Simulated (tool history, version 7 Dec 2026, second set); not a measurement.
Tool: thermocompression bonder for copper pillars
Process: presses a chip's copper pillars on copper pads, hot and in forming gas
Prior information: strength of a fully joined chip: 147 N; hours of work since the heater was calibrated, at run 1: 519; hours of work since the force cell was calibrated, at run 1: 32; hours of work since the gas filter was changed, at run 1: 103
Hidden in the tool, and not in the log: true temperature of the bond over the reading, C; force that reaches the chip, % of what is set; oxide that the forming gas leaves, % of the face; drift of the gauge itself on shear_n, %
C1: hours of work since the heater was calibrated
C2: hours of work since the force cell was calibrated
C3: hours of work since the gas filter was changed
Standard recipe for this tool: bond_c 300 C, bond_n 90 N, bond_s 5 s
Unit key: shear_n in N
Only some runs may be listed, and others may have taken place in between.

{"run": 1, "hour": 0.0, "bond_c": 300, "bond_n": 90, "bond_s": 5, "C1": 519, "C2": 32, "C3": 103, "shear_n": 95.1}
{"run": 2, "hour": 27.2, "bond_c": 300, "bond_n": 59, "bond_s": 5, "C1": 532, "C2": 45, "C3": 116, "shear_n": 61.3}
{"run": 3, "hour": 57.4, "bond_c": 300, "bond_n": 112, "bond_s": 5, "C1": 546, "C2": 59, "C3": 130, "shear_n": 109.5}
{"run": 4, "hour": 84.0, "bond_c": 300, "bond_n": 112, "bond_s": 5, "C1": 558, "C2": 72, "C3": 142, "shear_n": 109.7}
{"run": 5, "hour": 113.3, "bond_c": 300, "bond_n": 112, "bond_s": 5, "C1": 572, "C2": 85, "C3": 156, "shear_n": 108.3}
{"run": 6, "hour": 137.0, "bond_c": 300, "bond_n": 112, "bond_s": 5, "C1": 583, "C2": 96, "C3": 167, "shear_n": 109.5}
{"run": 7, "hour": 161.2, "bond_c": 300, "bond_n": 112, "bond_s": 5, "C1": 594, "C2": 108, "C3": 178, "shear_n": 109.4}
{"run": 8, "hour": 183.0, "bond_c": 300, "bond_n": 112, "bond_s": 5, "C1": 604, "C2": 118, "C3": 188, "shear_n": 108.3}
{"run": 9, "hour": 195.9, "bond_c": 300, "bond_n": 112, "bond_s": 5, "C1": 610, "C2": 124, "C3": 194, "shear_n": 108.9}
{"run": 10, "hour": 217.0, "bond_c": 300, "bond_n": 112, "bond_s": 5, "C1": 620, "C2": 134, "C3": 204, "shear_n": 108.2}
{"run": 11, "hour": 231.7, "bond_c": 300, "bond_n": 90, "bond_s": 4, "C1": 627, "C2": 140, "C3": 211, "shear_n": 86.4}
{"hour": 234.7, "done": "force cell calibrated"}
{"run": 12, "hour": 262.1, "bond_c": 300, "bond_n": 90, "bond_s": 4, "C1": 641, "C2": 13, "C3": 225, "shear_n": 85.9}
{"run": 13, "hour": 276.1, "bond_c": 300, "bond_n": 90, "bond_s": 4, "C1": 647, "C2": 19, "C3": 231, "shear_n": 85.3}
{"run": 14, "hour": 307.4, "bond_c": 300, "bond_n": 90, "bond_s": 4, "C1": 662, "C2": 34, "C3": 246, "shear_n": 84.8}
{"run": 15, "hour": 326.4, "bond_c": 300, "bond_n": 90, "bond_s": 4, "C1": 671, "C2": 43, "C3": 254, "shear_n": 84.8}
{"hour": 333.8, "done": "force cell calibrated, once more"}
{"run": 16, "hour": 355.3, "bond_c": 300, "bond_n": 90, "bond_s": 4, "C1": 683, "C2": 10, "C3": 267, "shear_n": 87.1}
{"run": 17, "hour": 370.3, "bond_c": 300, "bond_n": 90, "bond_s": 4, "C1": 690, "C2": 17, "C3": 274, "shear_n": 86.9}
{"run": 18, "hour": 396.0, "bond_c": 300, "bond_n": 72, "bond_s": 4, "C1": 702, "C2": 29, "C3": 286, "shear_n": 68.1}
{"run": 19, "hour": 416.0, "bond_c": 295, "bond_n": 84, "bond_s": 13, "C1": 712, "C2": 38, "C3": 296, "shear_n": 106.5}
{"run": 20, "hour": 437.7, "bond_c": 295, "bond_n": 84, "bond_s": 13, "C1": 722, "C2": 48, "C3": 306, "shear_n": 105.1}
{"run": 21, "hour": 466.4, "bond_c": 308, "bond_n": 62, "bond_s": 10, "C1": 735, "C2": 62, "C3": 319, "shear_n": 85.8}
{"run": 22, "hour": 487.2, "bond_c": 291, "bond_n": 79, "bond_s": 3, "C1": 745, "C2": 72, "C3": 329, "shear_n": 63.6}
{"run": 23, "hour": 501.0, "bond_c": 291, "bond_n": 79, "bond_s": 3, "C1": 751, "C2": 78, "C3": 335, "shear_n": 62.3}

The next listed run, before its measurement:
{"run": 24, "hour": 532.9, "bond_c": 291, "bond_n": 79, "bond_s": 3, "C1": 766, "C2": 93, "C3": 350, "shear_n": "?"}

shear_n: 63.5 N
On a tool with no hidden condition, and with the same random variation, this run would have come out at shear_n 65.5 N.

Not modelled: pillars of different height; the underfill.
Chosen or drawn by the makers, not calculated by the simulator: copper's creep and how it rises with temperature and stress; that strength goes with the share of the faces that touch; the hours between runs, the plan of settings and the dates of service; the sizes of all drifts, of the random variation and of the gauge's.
